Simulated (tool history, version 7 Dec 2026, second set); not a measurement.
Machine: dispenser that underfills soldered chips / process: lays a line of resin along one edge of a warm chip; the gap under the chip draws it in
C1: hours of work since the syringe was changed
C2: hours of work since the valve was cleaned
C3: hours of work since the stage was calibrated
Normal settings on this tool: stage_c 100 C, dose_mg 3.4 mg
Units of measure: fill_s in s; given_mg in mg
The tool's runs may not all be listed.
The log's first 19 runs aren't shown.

{"day": 3.454, "done": "new syringe of resin"}
{"run": 20, "day": 3.483, "stage_c": 113, "dose_mg": 2.97, "C1": 1, "C2": 30, "C3": 242, "fill_s": 5.5, "given_mg": 2.8}
{"run": 21, "day": 3.679, "stage_c": 113, "dose_mg": 2.97, "C1": 4, "C2": 34, "C3": 246, "fill_s": 7, "given_mg": 2.86}
{"day": 3.758, "done": "new syringe of resin"}
{"run": 22, "day": 3.912, "stage_c": 105, "dose_mg": 3.62, "C1": 3, "C2": 38, "C3": 250, "fill_s": 7.4, "given_mg": 3.54}
{"day": 4.083, "done": "new syringe of resin"}
{"run": 23, "day": 4.179, "stage_c": 105, "dose_mg": 3.62, "C1": 2, "C2": 42, "C3": 255, "fill_s": 7.4, "given_mg": 3.45}
{"day": 4.396, "done": "new syringe of resin"}
{"run": 24, "day": 4.396, "stage_c": 90, "dose_mg": 3.4, "C1": 0, "C2": 46, "C3": 258, "fill_s": 9.7, "given_mg": 3.28}
{"run": 25, "day": 4.567, "stage_c": 92, "dose_mg": 4.1, "C1": 3, "C2": 49, "C3": 261, "fill_s": 11, "given_mg": 3.92}
{"day": 4.704, "done": "new syringe of resin"}
{"run": 26, "day": 4.788, "stage_c": 105, "dose_mg": 3.23, "C1": 2, "C2": 53, "C3": 265, "fill_s": 7.5, "given_mg": 3.12}
{"run": 27, "day": 4.971, "stage_c": 96, "dose_mg": 4.39, "C1": 5, "C2": 57, "C3": 269, "fill_s": 9.9, "given_mg": 4.14}
{"day": 5.021, "done": "new syringe of resin"}
{"run": 28, "day": 5.188, "stage_c": 96, "dose_mg": 4.39, "C1": 3, "C2": 60, "C3": 272, "fill_s": 9.4, "given_mg": 4.13}
{"day": 5.333, "done": "new syringe of resin"}
{"run": 29, "day": 5.342, "stage_c": 96, "dose_mg": 4.39, "C1": 0, "C2": 63, "C3": 275, "fill_s": 8.3, "given_mg": 4.14}
{"run": 30, "day": 5.512, "stage_c": 96, "dose_mg": 4.39, "C1": 3, "C2": 66, "C3": 278, "fill_s": 8.6, "given_mg": 4.09}
{"day": 5.65, "done": "new syringe of resin"}
{"run": 31, "day": 5.704, "stage_c": 96, "dose_mg": 4.39, "C1": 1, "C2": 69, "C3": 282, "fill_s": 8.4, "given_mg": 4.1}

Alternative continuations, all from the tool just after run 31; predict every row:
{"run": "A", "day": 5.858, "stage_c": 99, "dose_mg": 3.4, "C1": 4, "C2": 72, "C3": 284, "fill_s": "?", "given_mg": "?"}
{"run": "B", "day": 5.858, "stage_c": 108, "dose_mg": 3.9, "C1": 4, "C2": 72, "C3": 284, "fill_s": "?", "given_mg": "?"}
{"run": "C", "day": 5.858, "stage_c": 103, "dose_mg": 3.4, "C1": 4, "C2": 72, "C3": 284, "fill_s": "?", "given_mg": "?"}

run=A fill_s=9.3 given_mg=3.17
run=B fill_s=7.2 given_mg=3.68
run=C fill_s=9 given_mg=3.19
The same runs, with their run-to-run variation unchanged, on a tool lacking any hidden condition would have given:
run=A fill_s=7.6 given_mg=3.41
run=B fill_s=6 given_mg=3.96
run=C fill_s=7.5 given_mg=3.43
